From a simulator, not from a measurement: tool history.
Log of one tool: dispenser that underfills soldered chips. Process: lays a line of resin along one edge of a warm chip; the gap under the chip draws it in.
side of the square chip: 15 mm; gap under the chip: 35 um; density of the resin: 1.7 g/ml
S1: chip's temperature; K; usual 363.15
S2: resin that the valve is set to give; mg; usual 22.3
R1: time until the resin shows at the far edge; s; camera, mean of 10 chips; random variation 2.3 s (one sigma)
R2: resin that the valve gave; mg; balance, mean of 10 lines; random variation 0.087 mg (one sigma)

Run 1, hour 0.0: usual settings. Result: R1 285.4 s, R2 21.77 mg.
Run 2, hour 5.3: usual settings but S2 28.7 mg. Result: R1 322.6 s, R2 28.17 mg.
At hour 8.1: new syringe of resin.
Run 3, hour 9.4: usual settings but S2 28.7 mg. Result: R1 236.1 s, R2 28.03 mg.
Run 4, hour 12.6: usual settings but S1 354.15 K. Result: R1 381.7 s, R2 21.93 mg.
Run 5, hour 15.3: usual settings but S1 354.15 K. Result: R1 415.2 s, R2 21.77 mg.
Run 6, hour 20.6: usual settings but S1 354.15 K. Result: R1 473.7 s, R2 21.79 mg.
At hour 24.1: new syringe of resin.
Run 7, hour 24.7: usual settings but S1 354.15 K. Result: R1 340.9 s, R2 21.60 mg.
Run 8, hour 27.1: usual settings but S2 20.4 mg. Result: R1 255.3 s, R2 19.74 mg.
Run 9, hour 31.1: usual settings but S2 20.4 mg. Result: R1 283.1 s, R2 19.94 mg.
Run 10, hour 35.9: usual settings but S1 370.15 K. Result: R1 241.9 s, R2 21.74 mg.
At hour 39.9: new syringe of resin.
Run 11, hour 41.7: usual settings but S1 370.15 K. Result: R1 183.2 s, R2 21.62 mg.
Run 12, hour 44.1: usual settings but S1 370.15 K. Result: R1 194.7 s, R2 21.60 mg.
Run 13, hour 47.9: usual settings. Result: R1 287.9 s, R2 21.54 mg.
Run 14, hour 50.6: usual settings. Result: R1 311.6 s, R2 21.63 mg.
Run 15, hour 54.7: usual settings but S2 21.0 mg. Result: R1 351.1 s, R2 20.24 mg.
At hour 55.7: new syringe of resin.
Run 16, hour 58.5: usual settings but S2 21.0 mg. Result: R1 252.8 s, R2 20.16 mg.
Run 17, hour 61.3: usual settings but S1 377.15 K. Result: R1 153.6 s, R2 21.38 mg.
Run 18, hour 64.5: usual settings but S1 377.15 K. Result: R1 171.0 s, R2 21.37 mg.
Run 19, hour 67.7: usual settings but S1 377.15 K. Result: R1 185.3 s, R2 21.47 mg.
At hour 71.6: new syringe of resin.
Run 20, hour 71.8: usual settings but S1 377.15 K. Result: R1 130.2 s, R2 21.19 mg.
Run 21, hour 76.4: usual settings but S2 24.2 mg. Result: R1 263.6 s, R2 23.25 mg.
Run 22, hour 81.4: usual settings but S2 24.2 mg. Result: R1 303.6 s, R2 23.11 mg.
Run 23, hour 84.3: usual settings but S2 24.2 mg. Result: R1 329.9 s, R2 23.03 mg.
At hour 87.7: new syringe of resin.
Run 24, hour 90.1: usual settings but S2 24.2 mg. Result: R1 243.1 s, R2 22.92 mg.
Run 25, hour 94.3: usual settings but S2 25.7 mg. Result: R1 272.2 s, R2 24.43 mg.
Run 26, hour 98.7: usual settings but S1 359.15 K, S2 20.7 mg. Result: R1 374.8 s, R2 19.69 mg.
At hour 103.5: new syringe of resin.
Run 27, hour 104.5: usual settings but S1 359.15 K, S2 20.7 mg. Result: R1 290.0 s, R2 19.58 mg.
Run 28, hour 108.2: usual settings but S1 359.15 K, S2 23.9 mg. Result: R1 310.1 s, R2 22.44 mg.
Run 29, hour 111.7: usual settings but S1 359.15 K, S2 23.9 mg. Result: R1 350.2 s, R2 22.59 mg.
Run 30, hour 114.3: usual settings but S1 359.15 K, S2 23.9 mg. Result: R1 368.4 s, R2 22.50 mg.
Run 31, hour 116.9: usual settings but S1 359.15 K, S2 23.9 mg. Result: R1 400.8 s, R2 22.53 mg.
At hour 119.6: new syringe of resin.
At hour 121.6: dispensing valve cleaned and set on the balance.
Run 32, hour 123.7: usual settings but S1 353.15 K, S2 21.6 mg. Result: R1 389.9 s, R2 21.68 mg.
Run 33, hour 128.0: usual settings but S2 25.0 mg. Result: R1 282.2 s, R2 24.82 mg.
Run 34, hour 133.0: usual settings but S1 354.15 K, S2 21.0 mg. Result: R1 479.6 s, R2 20.90 mg.
At hour 136.4: new syringe of resin.
Run 35, hour 137.4: usual settings but S1 372.15 K, S2 21.1 mg. Result: R1 169.9 s, R2 21.01 mg.
Run 36, hour 142.9: usual settings but S1 375.15 K, S2 25.0 mg. Result: R1 173.1 s, R2 24.92 mg.
Run 37, hour 148.2: usual settings but S1 358.15 K, S2 24.8 mg. Result: R1 402.0 s, R2 24.67 mg.

The same runs without the tool's hidden state, with the same run-to-run variation:
The hidden state here: resin's viscosity, % of fresh resin's; dose that the valve gives, % of what is set; true chip temperature over the reading, C; drift of the gauge itself on fill_s, %; drift of the gauge itself on given_mg, %.
run     R1     R2
  1  229.9  22.20
  2  224.7  28.76
  3  227.9  28.65
  4  336.0  22.45
  5  338.7  22.31
  6  334.2  22.36
  7  331.7  22.20
  8  232.1  20.31
  9  230.4  20.53
 10  172.5  22.42
 11  173.9  22.35
 12  172.7  22.34
 13  230.0  22.30
 14  230.6  22.42
 15  231.5  21.01
 16  230.8  20.95
 17  129.9  22.24
 18  132.4  22.25
 19  131.1  22.38
 20  128.0  22.12
 21  228.6  24.31
 22  229.0  24.20
 23  229.3  24.15
 24  224.9  24.08
 25  224.4  25.71
 26  271.7  20.76
 27  275.0  20.68
 28  266.9  23.73
 29  273.8  23.91
 30  267.6  23.84
 31  271.2  23.90
 32  350.7  21.71
 33  225.5  24.88
 34  332.7  21.00
 35  159.6  21.14
 36  139.9  25.11
 37  279.3  24.90

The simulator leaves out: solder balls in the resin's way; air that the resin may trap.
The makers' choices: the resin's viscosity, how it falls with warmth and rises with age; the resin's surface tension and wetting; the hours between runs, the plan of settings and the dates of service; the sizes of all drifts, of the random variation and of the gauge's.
